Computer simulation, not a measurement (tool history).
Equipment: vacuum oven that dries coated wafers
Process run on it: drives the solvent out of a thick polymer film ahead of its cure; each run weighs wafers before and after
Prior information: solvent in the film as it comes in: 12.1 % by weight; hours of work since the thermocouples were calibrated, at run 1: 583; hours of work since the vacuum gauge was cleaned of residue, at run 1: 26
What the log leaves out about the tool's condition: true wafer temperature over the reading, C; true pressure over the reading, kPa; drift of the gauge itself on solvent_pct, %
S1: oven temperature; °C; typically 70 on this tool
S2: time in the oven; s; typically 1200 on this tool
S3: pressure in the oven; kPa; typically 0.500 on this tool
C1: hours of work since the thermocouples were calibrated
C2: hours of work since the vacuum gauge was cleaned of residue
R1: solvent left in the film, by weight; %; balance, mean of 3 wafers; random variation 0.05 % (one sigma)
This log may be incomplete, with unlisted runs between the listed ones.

run	day	S1	S2	S3	C1	C2	R1
1	0.000	70	1200	0.500	583	26	0.79
2	0.471	70	1200	0.500	589	32	0.77
3	0.771	70	1200	0.500	593	35	0.78
4	1.088	70	1200	0.500	596	39	0.73
5	1.429	70	1200	0.500	601	43	0.79
# day 1.542: vacuum gauge cleaned of residue and calibrated
6	1.796	70	1200	0.500	604	3	0.74
7	2.121	70	1200	0.500	608	7	0.74
8	2.425	70	1200	0.500	612	11	0.82
9	2.871	70	1200	0.500	617	16	0.77
10	3.138	70	1200	0.500	620	19	0.74
# day 3.492: vacuum gauge cleaned of residue and calibrated, once more
11	3.633	71	720	0.500	625	2	1.57
12	4.000	70	1260	1.284	630	6	1.26
13	4.296	70	1080	1.089	633	10	1.40
14	4.796	70	1080	1.089	639	16	1.22
15	5.071	70	1080	1.089	643	19	1.43
16	5.333	56	600	0.845	646	22	6.66

Run 17 has not been measured yet. What should we expect?
17	5.842	56	660	0.845	652	28	?

{"run 17": {"R1": 6.34}}
With the hidden condition absent and the run-to-run variation left alone, this run would have shown R1 6.14 %.
